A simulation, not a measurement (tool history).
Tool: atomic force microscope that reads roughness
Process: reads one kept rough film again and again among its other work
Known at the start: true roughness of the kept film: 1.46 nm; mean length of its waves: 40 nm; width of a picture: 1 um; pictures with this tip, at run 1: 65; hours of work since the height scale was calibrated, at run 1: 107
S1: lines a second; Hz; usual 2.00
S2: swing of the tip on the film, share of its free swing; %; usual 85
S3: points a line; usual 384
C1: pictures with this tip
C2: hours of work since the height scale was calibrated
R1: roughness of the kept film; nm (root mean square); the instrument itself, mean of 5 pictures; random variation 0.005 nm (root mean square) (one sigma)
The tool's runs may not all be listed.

Run 1, hour 0.0: usual settings; C1 65; C2 107. Result: R1 1.208 nm (root mean square).
Run 2, hour 14.0: usual settings; C1 80; C2 114. Result: R1 1.198 nm (root mean square).
Run 3, hour 31.9: usual settings; C1 99; C2 124. Result: R1 1.196 nm (root mean square).
Run 4, hour 43.9: usual settings; C1 111; C2 130. Result: R1 1.199 nm (root mean square).
Run 5, hour 58.0: usual settings; C1 126; C2 137. Result: R1 1.192 nm (root mean square).
Run 6, hour 69.7: usual settings; C1 138; C2 143. Result: R1 1.183 nm (root mean square).
Run 7, hour 78.1: usual settings but S2 68 %; C1 147; C2 147. Result: R1 1.274 nm (root mean square).
Run 8, hour 90.8: usual settings but S1 2.81 Hz, S2 68 %; C1 160; C2 154. Result: R1 1.248 nm (root mean square).
Run 9, hour 103.1: usual settings; C1 173; C2 160. Result: R1 1.177 nm (root mean square).
Run 10, hour 112.3: usual settings but S1 0.85 Hz; C1 182; C2 165. Result: R1 1.270 nm (root mean square).
Run 11, hour 120.9: usual settings but S2 67 %; C1 191; C2 169. Result: R1 1.276 nm (root mean square).
Run 12, hour 130.7: usual settings but S2 67 %; C1 201; C2 174. Result: R1 1.275 nm (root mean square).
Run 13, hour 145.3: usual settings but S1 0.66 Hz; C1 217; C2 181. Result: R1 1.272 nm (root mean square).
Run 14, hour 155.1: usual settings but S1 0.66 Hz; C1 227; C2 186. Result: R1 1.272 nm (root mean square).
Run 15, hour 164.9: usual settings but S1 0.66 Hz; C1 237; C2 191. Result: R1 1.266 nm (root mean square).
Run 16, hour 173.0: usual settings but S1 0.66 Hz, S2 83 %; C1 245; C2 195. Result: R1 1.270 nm (root mean square).
Run 17, hour 187.9: usual settings but S1 0.66 Hz, S2 83 %; C1 261; C2 203. Result: R1 1.270 nm (root mean square).
At hour 192.3: new tip fitted.
Run 18, hour 206.4: usual settings but S1 0.66 Hz, S2 83 %; C1 15; C2 212. Result: R1 1.355 nm (root mean square).
Run 19, hour 224.9: usual settings but S2 60 %, S3 461; C1 34; C2 222. Result: R1 1.352 nm (root mean square).
Run 20, hour 238.5: usual settings but S1 1.54 Hz, S2 89 %, S3 665; C1 48; C2 229. Result: R1 1.228 nm (root mean square).
Run 21, hour 253.8: usual settings but S2 67 %; C1 64; C2 236. Result: R1 1.322 nm (root mean square).
Run 22, hour 263.9: usual settings but S1 2.26 Hz, S2 78 %; C1 74; C2 241. Result: R1 1.234 nm (root mean square).
Run 23, hour 277.3: usual settings but S1 2.26 Hz, S2 78 %; C1 88; C2 248. Result: R1 1.239 nm (root mean square).
Run 24, hour 292.7: usual settings but S1 0.64 Hz; C1 104; C2 256. Result: R1 1.323 nm (root mean square).
Run 25, hour 311.7: usual settings but S1 0.64 Hz; C1 124; C2 266. Result: R1 1.315 nm (root mean square).
Run 26, hour 324.5: usual settings but S1 2.07 Hz, S2 78 %, S3 391; C1 137; C2 272. Result: R1 1.227 nm (root mean square).
Run 27, hour 343.3: usual settings but S1 0.63 Hz, S2 67 %, S3 280; C1 157; C2 282. Result: R1 1.335 nm (root mean square).
Run 28, hour 357.0: usual settings but S1 1.05 Hz, S3 825; C1 171; C2 289. Result: R1 1.264 nm (root mean square).
Run 29, hour 368.6: usual settings but S1 1.05 Hz, S3 825; C1 183; C2 295. Result: R1 1.259 nm (root mean square).
Run 30, hour 379.7: usual settings but S1 1.05 Hz, S2 82 %, S3 456; C1 195; C2 300. Result: R1 1.268 nm (root mean square).
Run 31, hour 390.4: usual settings but S1 0.87 Hz, S2 71 %; C1 206; C2 306. Result: R1 1.300 nm (root mean square).
Run 32, hour 403.4: usual settings but S1 0.87 Hz, S2 71 %; C1 220; C2 313. Result: R1 1.306 nm (root mean square).
Run 33, hour 416.0: usual settings but S1 1.97 Hz, S2 71 %, S3 300; C1 233; C2 319. Result: R1 1.240 nm (root mean square).

Hidden state at the last listed run before each entry between runs and at the first one after, where it differs:
Between runs 17 and 18: new tip fitted (hour 192.3)
  radius of the tip, nm: 27.7 -> 8.2; height scale over the true one, %: 0.33 -> 0.35
  measured less the result without the state, R1: -0.088 -> -0.001 nm (root mean square)
